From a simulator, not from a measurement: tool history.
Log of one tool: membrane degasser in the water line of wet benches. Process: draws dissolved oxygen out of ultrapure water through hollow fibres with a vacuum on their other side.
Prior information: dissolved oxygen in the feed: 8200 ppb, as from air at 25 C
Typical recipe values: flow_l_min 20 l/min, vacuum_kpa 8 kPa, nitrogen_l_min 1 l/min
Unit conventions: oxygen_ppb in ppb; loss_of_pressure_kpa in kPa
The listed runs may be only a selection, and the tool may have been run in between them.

run 1 hour=0 | flow_l_min=20 vacuum_kpa=8 nitrogen_l_min=1 | oxygen_ppb=260.7 loss_of_pressure_kpa=26.68
run 2 hour=71.8 | flow_l_min=20 vacuum_kpa=8 nitrogen_l_min=1 | oxygen_ppb=255.4 loss_of_pressure_kpa=26.68
run 3 hour=128.7 | flow_l_min=16 vacuum_kpa=8 nitrogen_l_min=1 | oxygen_ppb=198 loss_of_pressure_kpa=21.48
run 4 hour=189.9 | flow_l_min=16 vacuum_kpa=8 nitrogen_l_min=1 | oxygen_ppb=194.3 loss_of_pressure_kpa=21.69
run 5 hour=262.4 | flow_l_min=20 vacuum_kpa=8 nitrogen_l_min=1 | oxygen_ppb=256.5 loss_of_pressure_kpa=26.59
run 6 hour=304.6 | flow_l_min=22 vacuum_kpa=10.57 nitrogen_l_min=1 | oxygen_ppb=412.6 loss_of_pressure_kpa=29.5
run 7 hour=367.6 | flow_l_min=22 vacuum_kpa=10.57 nitrogen_l_min=1 | oxygen_ppb=406.9 loss_of_pressure_kpa=29.01
run 8 hour=421.1 | flow_l_min=15 vacuum_kpa=9.72 nitrogen_l_min=1.91 | oxygen_ppb=137.8 loss_of_pressure_kpa=20.08
run 9 hour=452 | flow_l_min=14 vacuum_kpa=8 nitrogen_l_min=0.74 | oxygen_ppb=217.4 loss_of_pressure_kpa=18.84
run 10 hour=487.4 | flow_l_min=29 vacuum_kpa=11.14 nitrogen_l_min=0.74 | oxygen_ppb=710.3 loss_of_pressure_kpa=38.67

Table of differences, measured result less the result of that run with no hidden state. Run-to-run variation is the same in both. Gauge scatter possibly is not:
Unlogged tool condition in this case: membrane still open, %; true pressure behind the membrane over the reading, kPa; air that leaks in behind the membrane, l/min; drift of the gauge itself on oxygen_ppb, %; drift of the gauge itself on loss_of_pressure_kpa, %.
run=1 oxygen_ppb=+5.1 loss_of_pressure_kpa=+0.19
run=2 oxygen_ppb=+5.1 loss_of_pressure_kpa=+0.2
run=3 oxygen_ppb=+4.1 loss_of_pressure_kpa=+0.17
run=4 oxygen_ppb=+4.1 loss_of_pressure_kpa=+0.16
run=5 oxygen_ppb=+5.6 loss_of_pressure_kpa=+0.21
run=6 oxygen_ppb=+6.5 loss_of_pressure_kpa=+0.24
run=7 oxygen_ppb=+6.6 loss_of_pressure_kpa=+0.24
run=8 oxygen_ppb=+2.8 loss_of_pressure_kpa=+0.17
run=9 oxygen_ppb=+4.7 loss_of_pressure_kpa=+0.16
run=10 oxygen_ppb=+10.4 loss_of_pressure_kpa=+0.33
